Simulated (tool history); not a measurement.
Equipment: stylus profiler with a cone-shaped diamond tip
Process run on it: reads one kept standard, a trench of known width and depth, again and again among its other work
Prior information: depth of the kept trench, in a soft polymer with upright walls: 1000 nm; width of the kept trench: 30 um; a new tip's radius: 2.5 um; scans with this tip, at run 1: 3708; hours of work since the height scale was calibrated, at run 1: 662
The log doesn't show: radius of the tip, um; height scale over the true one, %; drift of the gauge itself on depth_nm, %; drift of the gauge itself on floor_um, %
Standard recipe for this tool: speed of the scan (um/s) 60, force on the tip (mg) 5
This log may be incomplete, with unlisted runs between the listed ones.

run   hour  speed of the scan (um/s)  force on the tip (mg)  scans with this tip  hours of work since the height scale was calibrated  depth of the trench (nm)  width of the trench's floor (um)
  1      0                        60                      5                 3708                                                  662                    1015.9                             25.58
  2   11.8                        60                      5                 3761                                                  671                   1015.79                             25.64
  3   37.3                        22                      5                 3876                                                  691                   1015.44                             25.71
  4   60.8                        22                      5                 3981                                                  710                   1015.69                              25.7
  5   80.4                        22                      5                 4069                                                  726                    1015.9                             25.74
  6  100.4                        86                      5                 4159                                                  742                    1015.7                             25.56
  7  116.9                        60                      5                 4232                                                  755                   1015.86                             25.63
  8    134                        60                      5                 4309                                                  769                   1015.81                             25.57
  9  156.4                        60                      5                 4410                                                  787                   1016.25                             25.56
 10  175.5                        60                      5                 4495                                                  802                   1015.63                             25.58
 11  189.4                        83                      5                 4558                                                  813                   1016.02                             25.44
 12  215.4                        83                      5                 4674                                                  834                   1015.81                             25.45
 13  228.4                        60                      5                 4733                                                  844                   1015.74                             25.54
 14  254.3                        60                      5                 4849                                                  865                   1015.69                             25.54
 15  274.6                        60                   7.81                 4940                                                  881                   1021.56                             25.61
 16  288.7                        60                   9.33                 5003                                                  893                   1023.64                             25.59
 17    304                        60                   9.33                 5071                                                  905                   1023.48                             25.56
 18  320.5                        60                   9.33                 5146                                                  918                   1023.84                             25.59
 19  335.6                        60                   9.33                 5213                                                  930                   1024.06                             25.57
 20    351                        22                   9.33                 5282                                                  942                   1023.81                              25.7
 21  372.8                        22                   9.33                 5380                                                  960                   1023.61                             25.66
 22  393.3                        22                   9.33                 5472                                                  976                   1023.87                              25.6
 23  417.8                        22                   9.33                 5582                                                  996                   1023.91                             25.64
 24  435.6                        60                      5                 5662                                                 1010                   1016.44                             25.53
 25  456.2                        60                      5                 5754                                                 1027                   1015.92                             25.53
 26  471.4                        54                   6.86                 5822                                                 1039                   1019.54                             25.55
 27  490.8                        54                   6.86                 5909                                                 1054                   1019.29                             25.51
 28  511.6                        29                   4.86                 6002                                                 1071                   1016.05                             25.61
 29  531.4                        29                   4.86                 6091                                                 1087                   1016.11                             25.63
 30  544.3                        66                   2.55                 6149                                                 1097                   1011.11                             25.39
 31  567.8                        66                   2.55                 6255                                                 1116                   1010.86                             25.29
 32  578.5                        15                   4.18                 6302                                                 1124                   1014.63                             25.58
 33  592.1                        15                   4.18                 6364                                                 1135                   1014.46                             25.59
 34  603.6                        15                   4.18                 6415                                                 1144                   1014.83                             25.57
 35  619.4                        60                   7.04                 6486                                                 1157                   1020.28                             25.46
 36  637.8                        63                   3.59                 6568                                                 1172                   1013.69                             25.46
 37  652.6                       192                   4.22                 6635                                                 1184                   1014.87                             24.97
 38  663.6                       192                   4.22                 6684                                                 1192                   1014.65                             24.95
 39  677.7                       192                   4.22                 6747                                                 1204                   1015.06                             24.92
 40    702                        54                  10.23                 6856                                                 1223                   1025.45                             25.47
 41    717                        54                  10.23                 6924                                                 1235                   1025.82                             25.53
 42  740.6                        54                  10.23                 7030                                                 1254                   1025.61                             25.48
 43  761.2                        54                  10.23                 7122                                                 1271                   1025.47                             25.47
 44  783.8                        97                   5.53                 7223                                                 1289                   1017.64                              25.3
 45  795.3                        31                  13.67                 7275                                                 1298                   1030.39                              25.5
 46  820.5                        31                  13.67                 7388                                                 1318                    1030.6                             25.55
 47  840.3                        31                  13.67                 7477                                                 1334                   1031.12                              25.6

3 options for the next run, each taken on its own from the tool as it stands now. Forecast them:
  A  853.5                       174                   4.01                 7536                                                 1344                         ?                                 ?
  B  853.5                        30                   6.92                 7536                                                 1344                         ?                                 ?
  C  853.5                        39                  10.42                 7536                                                 1344                         ?                                 ?

run  depth of the trench (nm)  width of the trench's floor (um)
  A                    1014.8                             24.98
  B                   1020.56                             25.51
  C                   1025.93                              25.5
With no hidden state in the tool, these same runs would have given:
run  depth of the trench (nm)  width of the trench's floor (um)
  A                    1012.7                             25.38
  B                   1018.45                             25.91
  C                    1023.8                             25.91

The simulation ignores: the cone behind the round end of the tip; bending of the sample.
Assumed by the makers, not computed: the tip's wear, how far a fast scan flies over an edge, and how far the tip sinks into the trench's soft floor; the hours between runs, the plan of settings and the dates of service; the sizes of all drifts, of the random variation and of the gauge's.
